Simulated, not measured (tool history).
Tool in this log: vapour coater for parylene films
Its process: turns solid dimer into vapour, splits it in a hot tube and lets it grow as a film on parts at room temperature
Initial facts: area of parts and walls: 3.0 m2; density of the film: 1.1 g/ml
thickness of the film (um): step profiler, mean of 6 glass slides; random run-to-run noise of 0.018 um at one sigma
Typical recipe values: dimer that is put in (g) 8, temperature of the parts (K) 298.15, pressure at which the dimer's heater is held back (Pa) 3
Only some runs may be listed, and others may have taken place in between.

| run | day | dimer that is put in (g) | temperature of the parts (K) | pressure at which the dimer's heater is held back (Pa) | thickness of the film (um) |
|---|---|---|---|---|---|
| 1 | 0 | 8 | 298.15 | 3 | 2.09 |
| 2 | 1.346 | 8 | 298.15 | 3 | 2.08 |
| 3 | 2.646 | 8 | 298.15 | 2.78 | 2.12 |
| 4 | 3.804 | 8 | 298.15 | 2.78 | 2.13 |
| 5 | 4.683 | 8 | 298.15 | 3 | 2.09 |
| 6 | 6.3 | 8 | 298.15 | 3 | 2.08 |
| 7 | 7.454 | 8 | 298.15 | 3 | 2.08 |
| 8 | 8.962 | 8 | 298.15 | 3 | 2.08 |
| 9 | 10.038 | 8 | 291.15 | 3 | 2.38 |
| 10 | 10.929 | 8 | 291.15 | 3 | 2.38 |
| 11 | 12.671 | 8 | 291.15 | 3 | 2.38 |
|  | 12.988 | trap's valve overhauled |
| 12 | 14.383 | 8 | 291.15 | 3 | 2.36 |
| 13 | 15.45 | 8 | 298.15 | 3 | 2.07 |
| 14 | 16.333 | 8 | 298.15 | 3 | 2.09 |
| 15 | 17.796 | 8 | 298.15 | 3 | 2.05 |
| 16 | 19.542 | 8 | 308.15 | 10.27 | 1.22 |
| 17 | 20.729 | 4 | 300.15 | 10.27 | 0.76 |
| 18 | 22.246 | 4 | 300.15 | 10.27 | 0.76 |
| 19 | 23.929 | 6 | 299.15 | 3.01 | 1.51 |
| 20 | 24.783 | 8 | 306.15 | 8.74 | 1.29 |
| 21 | 26.267 | 5 | 291.15 | 10.71 | 1.25 |
| 22 | 27.929 | 5 | 309.15 | 2.85 | 0.93 |
| 23 | 29.354 | 10 | 290.15 | 3 | 2.94 |
| 24 | 30.467 | 10 | 290.15 | 3 | 2.95 |
| 25 | 31.617 | 13 | 290.15 | 8.38 | 3.51 |
| 26 | 33.342 | 13 | 290.15 | 8.38 | 3.48 |
| 27 | 34.917 | 3 | 295.15 | 2.36 | 0.9 |
| 28 | 35.821 | 3 | 295.15 | 2.36 | 0.87 |
|  | 37.125 | trap's valve overhauled |
| 29 | 37.638 | 3 | 295.15 | 2.36 | 0.91 |

Alternative continuations, all from the tool just after run 29; predict every row:
| A | 38.542 | 8 | 298.15 | 6.64 | ? |
| B | 38.542 | 8 | 308.15 | 6.26 | ? |
| C | 38.542 | 9 | 295.15 | 7.13 | ? |

| run | thickness of the film (um) |
|---|---|
| A | 1.8 |
| B | 1.3 |
| C | 2.2 |
Without the tool's hidden state the same runs would have given:
| run | thickness of the film (um) |
|---|---|
| A | 1.8 |
| B | 1.3 |
| C | 2.2 |
